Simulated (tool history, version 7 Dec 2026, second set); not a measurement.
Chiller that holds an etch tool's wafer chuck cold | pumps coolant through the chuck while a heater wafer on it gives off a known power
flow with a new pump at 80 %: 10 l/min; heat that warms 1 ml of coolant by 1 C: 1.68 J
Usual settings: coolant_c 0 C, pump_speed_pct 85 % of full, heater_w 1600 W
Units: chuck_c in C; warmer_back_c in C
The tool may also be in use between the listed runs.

run,day,coolant_c,pump_speed_pct,heater_w,chuck_c,warmer_back_c
1,0.000,0,85,1600,12.4,5.49
2,1.733,0,85,1600,12.4,5.42
3,2.721,0,85,1600,12.4,5.42
4,4.358,0,85,1600,12.6,5.48
5,5.683,0,85,1600,12.6,5.54
6,7.154,0,85,1600,12.7,5.44
7,8.250,0,85,1600,12.6,5.45
8,9.771,0,85,1600,12.6,5.42
9,11.496,0,85,1600,12.6,5.44
10,13.371,0,85,1600,12.7,5.44
11,14.621,0,85,1600,12.7,5.46
12,15.692,-3,85,1600,9.9,5.48
13,17.329,-3,85,1602,9.8,5.50
14,18.283,-2,64,1600,14.4,7.28
# day 19.012: coolant changed, channels flushed
15,19.621,-4,62,1787,11.9,8.48
16,20.438,0,69,1626,13.1,6.88
17,21.592,0,69,1626,13.1,6.91
18,22.896,-7,80,1600,4.3,5.90
19,23.925,3,93,1522,12.2,4.75
20,25.450,6,91,1114,12.8,3.60
21,27.279,4,73,1555,16.1,6.25
22,28.946,4,83,2174,19.2,7.68
23,29.817,4,67,2139,21.9,9.37
24,31.104,0,90,1600,10.3,5.21
25,32.696,-7,82,1337,2.1,4.83

Forecast each of these 3 alternatives for the next run:
A,34.075,-8,99,2301,?,?
B,34.075,-3,74,901,?,?
C,34.075,8,82,940,?,?

run,chuck_c,warmer_back_c
A,6.0,6.82
B,3.4,3.61
C,14.2,3.31
Without the tool's hidden state the same runs would have given:
run,chuck_c,warmer_back_c
A,6.2,6.64
B,3.9,3.52
C,14.8,3.22
